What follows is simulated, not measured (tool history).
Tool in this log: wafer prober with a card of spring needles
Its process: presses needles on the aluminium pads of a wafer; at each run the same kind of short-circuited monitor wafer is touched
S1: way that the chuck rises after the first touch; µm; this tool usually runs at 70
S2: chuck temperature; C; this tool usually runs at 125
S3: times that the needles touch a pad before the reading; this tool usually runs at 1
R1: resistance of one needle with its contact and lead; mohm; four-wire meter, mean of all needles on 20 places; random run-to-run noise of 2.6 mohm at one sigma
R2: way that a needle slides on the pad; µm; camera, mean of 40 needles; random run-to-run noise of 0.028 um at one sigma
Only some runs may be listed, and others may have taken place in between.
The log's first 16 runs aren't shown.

run,hour,S1,S2,S3,R1,R2
# hour 122.0: tips cleaned on abrasive film
17,122.0,56,53,1,281,15.45
18,127.4,56,53,1,280,15.41
# hour 128.7: height of the first contact set anew
# hour 132.4: tips cleaned on abrasive film
19,132.7,56,53,1,284,15.44
20,139.1,81,52,2,281,22.37
# hour 142.8: tips cleaned on abrasive film
21,148.7,81,52,2,278,22.35
# hour 152.8: tips cleaned on abrasive film
22,155.8,81,52,2,277,22.36
23,160.9,81,52,2,279,22.28
# hour 163.2: tips cleaned on abrasive film
24,166.6,70,26,1,269,19.27
# hour 173.3: tips cleaned on abrasive film
25,177.2,52,125,3,307,14.30
# hour 183.4: tips cleaned on abrasive film
26,186.7,56,116,2,305,15.40
# hour 193.5: tips cleaned on abrasive film
27,193.8,62,87,3,290,17.05
28,198.9,62,87,3,290,17.07
# hour 203.9: tips cleaned on abrasive film
29,207.5,56,87,2,295,15.40
# hour 214.1: tips cleaned on abrasive film
# hour 215.2: gauge calibrated
30,218.5,56,49,1,284,15.50
# hour 223.9: tips cleaned on abrasive film
31,228.6,52,110,3,305,14.36
# hour 234.0: tips cleaned on abrasive film
32,236.6,52,110,3,304,14.37
33,241.1,70,63,2,281,19.38

Consider 3 possible next runs. They are alternatives, not a sequence: every one starts from the tool as it was left by run 33. What does each give?
# hour 244.0: tips cleaned on abrasive film
A,250.3,62,63,3,?,?
# hour 244.0: tips cleaned on abrasive film
B,250.3,81,63,2,?,?
# hour 244.0: tips cleaned on abrasive film
C,250.3,70,125,1,?,?

run,R1,R2
A,283,17.16
B,278,22.38
C,298,19.36
Had the tool no hidden state, the same runs would have come out as:
run,R1,R2
A,282,17.19
B,277,22.41
C,297,19.39
